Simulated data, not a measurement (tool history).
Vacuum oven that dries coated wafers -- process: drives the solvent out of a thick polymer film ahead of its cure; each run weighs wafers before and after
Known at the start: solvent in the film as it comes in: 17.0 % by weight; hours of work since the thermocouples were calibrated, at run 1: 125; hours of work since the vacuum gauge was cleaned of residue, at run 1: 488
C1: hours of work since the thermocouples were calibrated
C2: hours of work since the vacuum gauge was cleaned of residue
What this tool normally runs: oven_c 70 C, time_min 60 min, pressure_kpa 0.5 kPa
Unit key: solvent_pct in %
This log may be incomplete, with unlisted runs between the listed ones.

{"run": 1, "hour": 0.0, "oven_c": 70, "time_min": 60, "pressure_kpa": 0.5, "C1": 125, "C2": 488, "solvent_pct": 0.81}
{"run": 2, "hour": 24.2, "oven_c": 70, "time_min": 60, "pressure_kpa": 0.5, "C1": 138, "C2": 502, "solvent_pct": 0.91}
{"run": 3, "hour": 46.4, "oven_c": 70, "time_min": 60, "pressure_kpa": 0.5, "C1": 151, "C2": 514, "solvent_pct": 0.83}
{"run": 4, "hour": 58.0, "oven_c": 70, "time_min": 48, "pressure_kpa": 0.5, "C1": 157, "C2": 520, "solvent_pct": 1.41}
{"run": 5, "hour": 83.3, "oven_c": 76, "time_min": 48, "pressure_kpa": 0.5, "C1": 171, "C2": 534, "solvent_pct": 0.68}
{"run": 6, "hour": 94.5, "oven_c": 76, "time_min": 48, "pressure_kpa": 0.5, "C1": 177, "C2": 540, "solvent_pct": 0.7}
{"run": 7, "hour": 113.7, "oven_c": 70, "time_min": 108, "pressure_kpa": 0.5, "C1": 188, "C2": 551, "solvent_pct": 0.24}
{"run": 8, "hour": 127.2, "oven_c": 70, "time_min": 60, "pressure_kpa": 0.5, "C1": 195, "C2": 558, "solvent_pct": 0.85}
{"run": 9, "hour": 149.1, "oven_c": 70, "time_min": 60, "pressure_kpa": 0.5, "C1": 207, "C2": 570, "solvent_pct": 0.93}
{"run": 10, "hour": 161.4, "oven_c": 70, "time_min": 60, "pressure_kpa": 0.5, "C1": 214, "C2": 577, "solvent_pct": 0.93}
{"run": 11, "hour": 179.5, "oven_c": 70, "time_min": 60, "pressure_kpa": 0.5, "C1": 224, "C2": 587, "solvent_pct": 0.89}
{"run": 12, "hour": 201.1, "oven_c": 58, "time_min": 60, "pressure_kpa": 0.364, "C1": 236, "C2": 599, "solvent_pct": 3.16}
{"run": 13, "hour": 216.9, "oven_c": 58, "time_min": 60, "pressure_kpa": 0.364, "C1": 244, "C2": 608, "solvent_pct": 3.26}
{"run": 14, "hour": 242.9, "oven_c": 58, "time_min": 60, "pressure_kpa": 0.364, "C1": 259, "C2": 622, "solvent_pct": 3.21}
{"run": 15, "hour": 261.1, "oven_c": 58, "time_min": 60, "pressure_kpa": 0.364, "C1": 269, "C2": 632, "solvent_pct": 3.33}
{"run": 16, "hour": 281.3, "oven_c": 58, "time_min": 60, "pressure_kpa": 0.364, "C1": 280, "C2": 643, "solvent_pct": 3.22}
{"run": 17, "hour": 304.8, "oven_c": 81, "time_min": 60, "pressure_kpa": 0.5, "C1": 293, "C2": 656, "solvent_pct": 0.15}
{"run": 18, "hour": 323.2, "oven_c": 58, "time_min": 44, "pressure_kpa": 1.037, "C1": 303, "C2": 666, "solvent_pct": 5.15}
{"run": 19, "hour": 344.8, "oven_c": 58, "time_min": 44, "pressure_kpa": 1.037, "C1": 315, "C2": 678, "solvent_pct": 5.05}

Below are 4 alternative next runs, each starting from the tool's condition after run 19. Predict each:
{"run": "A", "hour": 369.2, "oven_c": 69, "time_min": 106, "pressure_kpa": 0.5, "C1": 328, "C2": 691, "solvent_pct": "?"}
{"run": "B", "hour": 369.2, "oven_c": 58, "time_min": 31, "pressure_kpa": 1.745, "C1": 328, "C2": 691, "solvent_pct": "?"}
{"run": "C", "hour": 369.2, "oven_c": 61, "time_min": 105, "pressure_kpa": 0.311, "C1": 328, "C2": 691, "solvent_pct": "?"}
{"run": "D", "hour": 369.2, "oven_c": 81, "time_min": 50, "pressure_kpa": 0.931, "C1": 328, "C2": 691, "solvent_pct": "?"}

run=A solvent_pct=0.33
run=B solvent_pct=7.18
run=C solvent_pct=0.87
run=D solvent_pct=0.36
The same runs, with their run-to-run variation unchanged, on a tool lacking any hidden condition would have given:
run=A solvent_pct=0.26
run=B solvent_pct=7.15
run=C solvent_pct=0.78
run=D solvent_pct=0.32

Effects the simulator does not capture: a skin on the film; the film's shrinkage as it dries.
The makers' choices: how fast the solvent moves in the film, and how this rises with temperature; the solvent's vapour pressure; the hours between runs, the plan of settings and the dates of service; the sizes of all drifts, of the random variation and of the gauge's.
